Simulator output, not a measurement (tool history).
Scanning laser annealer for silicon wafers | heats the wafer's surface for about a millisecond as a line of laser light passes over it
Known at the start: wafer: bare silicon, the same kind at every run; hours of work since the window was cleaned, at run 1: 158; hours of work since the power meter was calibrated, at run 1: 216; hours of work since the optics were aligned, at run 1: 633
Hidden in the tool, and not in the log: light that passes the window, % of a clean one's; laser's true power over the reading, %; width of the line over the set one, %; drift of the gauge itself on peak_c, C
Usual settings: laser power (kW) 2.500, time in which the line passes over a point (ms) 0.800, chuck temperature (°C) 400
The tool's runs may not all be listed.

run   hour  laser power (kW)  time in which the line passes over a point (ms)  chuck temperature (°C)  hours of work since the window was cleaned  hours of work since the power meter was calibrated  hours of work since the optics were aligned  highest temperature of the surface (°C)
  1    0.0             2.500                                            0.800                     400                                         158                                                 216                                          633                                     1223
  2    4.6             2.500                                            0.800                     400                                         162                                                 219                                          636                                     1220
  3   12.0             2.500                                            0.800                     400                                         167                                                 224                                          641                                     1219
  4   18.7             2.500                                            0.800                     400                                         172                                                 229                                          646                                     1222
  5   23.4             2.500                                            0.800                     400                                         175                                                 233                                          650                                     1218
  6   31.0             2.500                                            0.800                     400                                         181                                                 239                                          656                                     1217
  7   35.6             2.500                                            0.800                     400                                         185                                                 242                                          659                                     1216
  8   41.3             2.500                                            0.800                     400                                         189                                                 246                                          663                                     1219
  9   46.9             2.500                                            0.800                     400                                         193                                                 250                                          667                                     1221
 10   53.5             2.500                                            0.800                     400                                         198                                                 255                                          672                                     1216
 11   59.7             2.500                                            0.800                     400                                         202                                                 260                                          677                                     1217
 12   66.8             2.500                                            0.800                     400                                         208                                                 265                                          682                                     1217
 13   72.8             2.500                                            0.800                     400                                         212                                                 270                                          687                                     1217
 14   77.4             2.500                                            0.800                     400                                         215                                                 273                                          690                                     1216
 15   84.7             2.500                                            0.802                     400                                         221                                                 278                                          695                                     1218
 16   89.1             2.500                                            0.802                     400                                         224                                                 282                                          699                                     1212
 17   93.0             2.500                                            0.800                     400                                         227                                                 285                                          702                                     1214
 18  100.1             2.500                                            0.800                     400                                         232                                                 290                                          707                                     1213
 19  104.0             2.229                                            0.800                     400                                         235                                                 293                                          710                                     1113
 20  107.8             2.229                                            0.800                     400                                         238                                                 295                                          712                                     1107

The next listed run, before its measurement:
 21  113.2             2.229                                            0.800                     400                                         242                                                 299                                          716                                        ?

Run 21 gave highest temperature of the surface (°C) 1107.
Without the tool's hidden state the same run would have given highest temperature of the surface (°C) 1137.
